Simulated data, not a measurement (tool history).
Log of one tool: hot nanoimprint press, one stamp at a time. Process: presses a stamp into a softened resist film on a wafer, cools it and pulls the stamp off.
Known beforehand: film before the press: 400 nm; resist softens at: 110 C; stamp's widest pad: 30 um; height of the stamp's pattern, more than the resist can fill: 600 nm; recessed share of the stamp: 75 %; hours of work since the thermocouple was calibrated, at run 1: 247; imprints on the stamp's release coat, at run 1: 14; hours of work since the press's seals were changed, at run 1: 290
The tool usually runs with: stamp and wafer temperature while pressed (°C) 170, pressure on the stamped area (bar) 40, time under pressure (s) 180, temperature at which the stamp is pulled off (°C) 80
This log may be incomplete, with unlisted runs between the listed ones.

run,hour,stamp and wafer temperature while pressed (°C),pressure on the stamped area (bar),time under pressure (s),temperature at which the stamp is pulled off (°C),hours of work since the thermocouple was calibrated,imprints on the stamp's release coat,hours of work since the press's seals were changed,resist left under the stamp's widest pad (nm),greatest force while the stamp is pulled off (N)
1,0,170,40,180,80,247,14,290,189.1,211
2,6.9,170,40,180,80,252,44,295,187.1,201
3,18.6,170,40,180,66,260,95,303,189.3,229
4,29.7,170,40,127,80,267,143,311,215.3,211
5,36.4,170,40,127,80,272,173,316,212.2,215
6,46.8,170,40,127,80,279,218,323,213.5,222
# hour 50.7: plate thermocouple calibrated
7,58.6,170,40,180,80,5,256,329,184.8,211
8,67.5,170,60.6,180,80,12,295,335,156.7,222
9,74.4,170,40,112,87,16,325,340,219.9,214
10,85.7,174,40,136,66,24,374,348,167.2,233
11,95.4,174,40,136,66,31,416,354,166.6,242
# hour 103.5: plate thermocouple calibrated, once more
12,109,169,43,180,80,4,462,362,199.2,229
13,115.7,161,40,180,67,8,492,366,297.6,253
14,126.9,161,40,180,67,16,540,374,296,260
15,133.8,164,34.7,169,72,21,570,379,278.9,244

Difference, measured minus no-hidden-state, one row per run. Run-to-run variation is common to both terms; the gauge's own scatter need not be:
Hidden state at play: true temperature over the reading, C; pressure that arrives at the usual setting, %; grip of the stamp's worn release coat, % over a new coat's; drift of the gauge itself on residual_nm, %; drift of the gauge itself on pull_off_n, %.
run,resist left under the stamp's widest pad (nm),greatest force while the stamp is pulled off (N)
1,-5.5,+0
2,-5.6,+1
3,-5.8,+5
4,-6.3,+7
5,-6.3,+9
6,-6.5,+11
7,-8.4,+13
8,-6.7,+16
9,-9.1,+17
10,-7.8,+21
11,-7.9,+25
12,+1,+27
13,+0.4,+32
14,+0.2,+35
15,-0.1,+35
